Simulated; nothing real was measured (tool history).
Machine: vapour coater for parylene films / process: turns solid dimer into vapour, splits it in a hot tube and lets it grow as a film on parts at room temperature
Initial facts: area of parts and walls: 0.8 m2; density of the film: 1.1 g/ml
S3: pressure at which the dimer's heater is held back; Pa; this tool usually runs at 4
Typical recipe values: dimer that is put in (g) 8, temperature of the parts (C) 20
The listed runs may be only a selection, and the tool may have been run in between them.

run 1 hour=0 | dimer_that_is_put_in_(g)=8 temperature_of_the_parts_(C)=20 S3=4 | thickness_of_the_film_(nm)=4370
run 2 hour=14.4 | dimer_that_is_put_in_(g)=8 temperature_of_the_parts_(C)=20 S3=4 | thickness_of_the_film_(nm)=4410
run 3 hour=31.2 | dimer_that_is_put_in_(g)=8 temperature_of_the_parts_(C)=20 S3=4 | thickness_of_the_film_(nm)=4280
run 4 hour=46.9 | dimer_that_is_put_in_(g)=8 temperature_of_the_parts_(C)=20 S3=4 | thickness_of_the_film_(nm)=4290
run 5 hour=58.5 | dimer_that_is_put_in_(g)=8 temperature_of_the_parts_(C)=20 S3=4 | thickness_of_the_film_(nm)=4320
run 6 hour=75.7 | dimer_that_is_put_in_(g)=8 temperature_of_the_parts_(C)=20 S3=4 | thickness_of_the_film_(nm)=4370
run 7 hour=84.7 | dimer_that_is_put_in_(g)=8 temperature_of_the_parts_(C)=27 S3=4 | thickness_of_the_film_(nm)=3390
run 8 hour=100.4 | dimer_that_is_put_in_(g)=8 temperature_of_the_parts_(C)=19 S3=4 | thickness_of_the_film_(nm)=4490
run 9 hour=117.1 | dimer_that_is_put_in_(g)=8 temperature_of_the_parts_(C)=19 S3=4 | thickness_of_the_film_(nm)=4440
run 10 hour=124.8 | dimer_that_is_put_in_(g)=3 temperature_of_the_parts_(C)=20 S3=4 | thickness_of_the_film_(nm)=1600
run 11 hour=133.6 | dimer_that_is_put_in_(g)=3 temperature_of_the_parts_(C)=20 S3=4 | thickness_of_the_film_(nm)=1580
run 12 hour=141.5 | dimer_that_is_put_in_(g)=8 temperature_of_the_parts_(C)=19 S3=4 | thickness_of_the_film_(nm)=4460
run 13 hour=157.2 | dimer_that_is_put_in_(g)=8 temperature_of_the_parts_(C)=19 S3=4 | thickness_of_the_film_(nm)=4390
run 14 hour=166.9 | dimer_that_is_put_in_(g)=8 temperature_of_the_parts_(C)=19 S3=4 | thickness_of_the_film_(nm)=4400
run 15 hour=182.8 | dimer_that_is_put_in_(g)=8 temperature_of_the_parts_(C)=20 S3=4 | thickness_of_the_film_(nm)=4240
run 16 hour=197.1 | dimer_that_is_put_in_(g)=3 temperature_of_the_parts_(C)=20 S3=4 | thickness_of_the_film_(nm)=1610
run 17 hour=214.1 | dimer_that_is_put_in_(g)=3 temperature_of_the_parts_(C)=20 S3=4 | thickness_of_the_film_(nm)=1590
run 18 hour=229.9 | dimer_that_is_put_in_(g)=8 temperature_of_the_parts_(C)=20 S3=4 | thickness_of_the_film_(nm)=4160
run 19 hour=242.2 | dimer_that_is_put_in_(g)=8 temperature_of_the_parts_(C)=20 S3=4 | thickness_of_the_film_(nm)=4290
run 20 hour=255.1 | dimer_that_is_put_in_(g)=8 temperature_of_the_parts_(C)=24 S3=4 | thickness_of_the_film_(nm)=3660
run 21 hour=267.9 | dimer_that_is_put_in_(g)=8 temperature_of_the_parts_(C)=20 S3=4 | thickness_of_the_film_(nm)=4210
run 22 hour=280.7 | dimer_that_is_put_in_(g)=8 temperature_of_the_parts_(C)=20 S3=4 | thickness_of_the_film_(nm)=4230
run 23 hour=288.3 | dimer_that_is_put_in_(g)=8 temperature_of_the_parts_(C)=20 S3=4 | thickness_of_the_film_(nm)=4190
run 24 hour=295.8 | dimer_that_is_put_in_(g)=8 temperature_of_the_parts_(C)=23 S3=4 | thickness_of_the_film_(nm)=3800
run 25 hour=308.1 | dimer_that_is_put_in_(g)=8 temperature_of_the_parts_(C)=16 S3=4 | thickness_of_the_film_(nm)=4760
run 26 hour=319.8 | dimer_that_is_put_in_(g)=8 temperature_of_the_parts_(C)=16 S3=4 | thickness_of_the_film_(nm)=4770
-- hour=335 trap's valve overhauled
run 27 hour=335 | dimer_that_is_put_in_(g)=4 temperature_of_the_parts_(C)=20 S3=5.41 | thickness_of_the_film_(nm)=2100
run 28 hour=343.9 | dimer_that_is_put_in_(g)=8 temperature_of_the_parts_(C)=14 S3=4 | thickness_of_the_film_(nm)=5630
run 29 hour=357.2 | dimer_that_is_put_in_(g)=8 temperature_of_the_parts_(C)=20 S3=5.29 | thickness_of_the_film_(nm)=4290
run 30 hour=365.4 | dimer_that_is_put_in_(g)=4 temperature_of_the_parts_(C)=20 S3=3.79 | thickness_of_the_film_(nm)=2230
run 31 hour=374.6 | dimer_that_is_put_in_(g)=4 temperature_of_the_parts_(C)=20 S3=3.79 | thickness_of_the_film_(nm)=2290
run 32 hour=384.8 | dimer_that_is_put_in_(g)=4 temperature_of_the_parts_(C)=20 S3=3.79 | thickness_of_the_film_(nm)=2280
run 33 hour=399.2 | dimer_that_is_put_in_(g)=11 temperature_of_the_parts_(C)=20 S3=5.84 | thickness_of_the_film_(nm)=5710
run 34 hour=414.7 | dimer_that_is_put_in_(g)=13 temperature_of_the_parts_(C)=14 S3=8.33 | thickness_of_the_film_(nm)=7850
run 35 hour=430.4 | dimer_that_is_put_in_(g)=13 temperature_of_the_parts_(C)=14 S3=8.33 | thickness_of_the_film_(nm)=7760
run 36 hour=445.9 | dimer_that_is_put_in_(g)=5 temperature_of_the_parts_(C)=20 S3=3.23 | thickness_of_the_film_(nm)=2910
run 37 hour=455.2 | dimer_that_is_put_in_(g)=5 temperature_of_the_parts_(C)=20 S3=3.23 | thickness_of_the_film_(nm)=2900
run 38 hour=468.9 | dimer_that_is_put_in_(g)=5 temperature_of_the_parts_(C)=20 S3=3.23 | thickness_of_the_film_(nm)=2860
run 39 hour=482.2 | dimer_that_is_put_in_(g)=5 temperature_of_the_parts_(C)=23 S3=3.42 | thickness_of_the_film_(nm)=2570
run 40 hour=493.5 | dimer_that_is_put_in_(g)=3 temperature_of_the_parts_(C)=23 S3=3.42 | thickness_of_the_film_(nm)=1560
run 41 hour=502 | dimer_that_is_put_in_(g)=8 temperature_of_the_parts_(C)=20 S3=3.74 | thickness_of_the_film_(nm)=4440
run 42 hour=512.4 | dimer_that_is_put_in_(g)=12 temperature_of_the_parts_(C)=20 S3=4.42 | thickness_of_the_film_(nm)=6450
run 43 hour=527.8 | dimer_that_is_put_in_(g)=12 temperature_of_the_parts_(C)=20 S3=4 | thickness_of_the_film_(nm)=6640
run 44 hour=540.5 | dimer_that_is_put_in_(g)=4 temperature_of_the_parts_(C)=20 S3=4 | thickness_of_the_film_(nm)=2210
run 45 hour=554 | dimer_that_is_put_in_(g)=4 temperature_of_the_parts_(C)=20 S3=4 | thickness_of_the_film_(nm)=2230
run 46 hour=571.2 | dimer_that_is_put_in_(g)=7 temperature_of_the_parts_(C)=32 S3=2.15 | thickness_of_the_film_(nm)=2820
run 47 hour=588 | dimer_that_is_put_in_(g)=8 temperature_of_the_parts_(C)=19 S3=4 | thickness_of_the_film_(nm)=4580

Difference, measured minus no-hidden-state, one row per run. Run-to-run variation is common to both terms; the gauge's own scatter need not be:
What the log doesn't record here: vapour lost through the trap's worn valve, %; true temperature of the parts over the reading, C; drift of the gauge itself on film_um, %.
run=1 thickness_of_the_film_(nm)=-220
run=2 thickness_of_the_film_(nm)=-220
run=3 thickness_of_the_film_(nm)=-230
run=4 thickness_of_the_film_(nm)=-240
run=5 thickness_of_the_film_(nm)=-260
run=6 thickness_of_the_film_(nm)=-270
run=7 thickness_of_the_film_(nm)=-210
run=8 thickness_of_the_film_(nm)=-280
run=9 thickness_of_the_film_(nm)=-290
run=10 thickness_of_the_film_(nm)=-100
run=11 thickness_of_the_film_(nm)=-110
run=12 thickness_of_the_film_(nm)=-310
run=13 thickness_of_the_film_(nm)=-310
run=14 thickness_of_the_film_(nm)=-330
run=15 thickness_of_the_film_(nm)=-320
run=16 thickness_of_the_film_(nm)=-130
run=17 thickness_of_the_film_(nm)=-120
run=18 thickness_of_the_film_(nm)=-340
run=19 thickness_of_the_film_(nm)=-350
run=20 thickness_of_the_film_(nm)=-320
run=21 thickness_of_the_film_(nm)=-370
run=22 thickness_of_the_film_(nm)=-370
run=23 thickness_of_the_film_(nm)=-380
run=24 thickness_of_the_film_(nm)=-350
run=25 thickness_of_the_film_(nm)=-450
run=26 thickness_of_the_film_(nm)=-450
run=27 thickness_of_the_film_(nm)=-20
run=28 thickness_of_the_film_(nm)=-60
run=29 thickness_of_the_film_(nm)=-60
run=30 thickness_of_the_film_(nm)=-40
run=31 thickness_of_the_film_(nm)=-30
run=32 thickness_of_the_film_(nm)=-40
run=33 thickness_of_the_film_(nm)=-100
run=34 thickness_of_the_film_(nm)=-160
run=35 thickness_of_the_film_(nm)=-170
run=36 thickness_of_the_film_(nm)=-70
run=37 thickness_of_the_film_(nm)=-80
run=38 thickness_of_the_film_(nm)=-80
run=39 thickness_of_the_film_(nm)=-70
run=40 thickness_of_the_film_(nm)=-50
run=41 thickness_of_the_film_(nm)=-150
run=42 thickness_of_the_film_(nm)=-210
run=43 thickness_of_the_film_(nm)=-240
run=44 thickness_of_the_film_(nm)=-80
run=45 thickness_of_the_film_(nm)=-80
run=46 thickness_of_the_film_(nm)=-120
run=47 thickness_of_the_film_(nm)=-200
